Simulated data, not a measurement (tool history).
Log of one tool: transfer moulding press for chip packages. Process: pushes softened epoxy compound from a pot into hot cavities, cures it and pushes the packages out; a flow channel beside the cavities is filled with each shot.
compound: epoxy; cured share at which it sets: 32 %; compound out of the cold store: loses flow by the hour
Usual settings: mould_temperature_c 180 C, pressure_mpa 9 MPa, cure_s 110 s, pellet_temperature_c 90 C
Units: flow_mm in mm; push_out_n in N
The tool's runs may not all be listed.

run	hour	mould_temperature_c	pressure_mpa	cure_s	pellet_temperature_c	incoming compound's hours out of the cold store	flow_mm	push_out_n
1	0	180	9	110	90	38.3	525	495
# hour 5.4: cavities cleaned with cleaning compound and waxed
2	62.2	180	9	110	90	40.1	520	416
3	125.3	180	9	110	90	34.1	532	485
# hour 153.7: cavities cleaned with cleaning compound and waxed
4	166.7	180	9	110	90	16.8	574	349
5	218.8	180	9	110	90	32.3	531	443
6	289.5	180	9	110	90	40	513	488
# hour 302.1: cavities cleaned with cleaning compound and waxed
7	358.6	174	9	110	90	15.1	581	677
# hour 405.7: plunger's sealing rings changed
8	423.5	174	9	110	90	25.1	574	725
# hour 453.5: cavities cleaned with cleaning compound and waxed
9	469.9	180	9	110	90	9.4	601	379
10	506.4	180	9	125	90	13.3	593	382
11	538.8	180	8.66	110	90	44.7	497	451
12	589.2	180	8.66	110	85	8.2	590	535
# hour 603.3: cavities cleaned with cleaning compound and waxed
13	653.8	180	8.66	110	85	28.6	533	453
14	688.7	180	8.66	110	85	24.1	544	490
# hour 751.3: cavities cleaned with cleaning compound and waxed
15	757.1	180	8.66	110	85	42.7	494	314
# hour 776.9: mould's thermocouples calibrated
16	814.1	180	8.66	123	95	16.6	552	400
# hour 878.7: plunger's sealing rings changed
17	884.7	180	6.89	130	86	32.4	478	424
# hour 904: cavities cleaned with cleaning compound and waxed
18	918.9	180	7.05	130	86	33.7	478	290
19	963.2	177	8.85	123	90	42.3	516	436
20	995.1	184	8.58	97	81	8.1	589	538
# hour 1024.7: mould's thermocouples calibrated, once more
21	1044.4	183	8.26	132	99	26.9	521	402
# hour 1056.1: cavities cleaned with cleaning compound and waxed
22	1097.8	183	8.26	132	99	39.7	488	345
23	1166	183	8.26	132	99	20.4	533	382
# hour 1202.7: cavities cleaned with cleaning compound and waxed
24	1232.8	183	8.26	132	99	40	482	293
25	1301.3	185	8.37	110	90	8.7	556	390
# hour 1350.3: cavities cleaned with cleaning compound and waxed
26	1350.3	180	9	140	88	12.4	575	242
# hour 1355.8: plunger's sealing rings changed
27	1383.2	180	9	140	83	34.9	537	327

Forecast each of these 3 alternatives for the next run:
A	1453.6	172	9	112	83	45.4	?	?
B	1453.6	180	10.37	142	86	46.1	?	?
C	1453.6	185	9	110	90	46	?	?

run	flow_mm	push_out_n
A	522	721
B	544	394
C	497	410
Without the tool's hidden state the same runs would have given:
run	flow_mm	push_out_n
A	528	413
B	550	231
C	503	240

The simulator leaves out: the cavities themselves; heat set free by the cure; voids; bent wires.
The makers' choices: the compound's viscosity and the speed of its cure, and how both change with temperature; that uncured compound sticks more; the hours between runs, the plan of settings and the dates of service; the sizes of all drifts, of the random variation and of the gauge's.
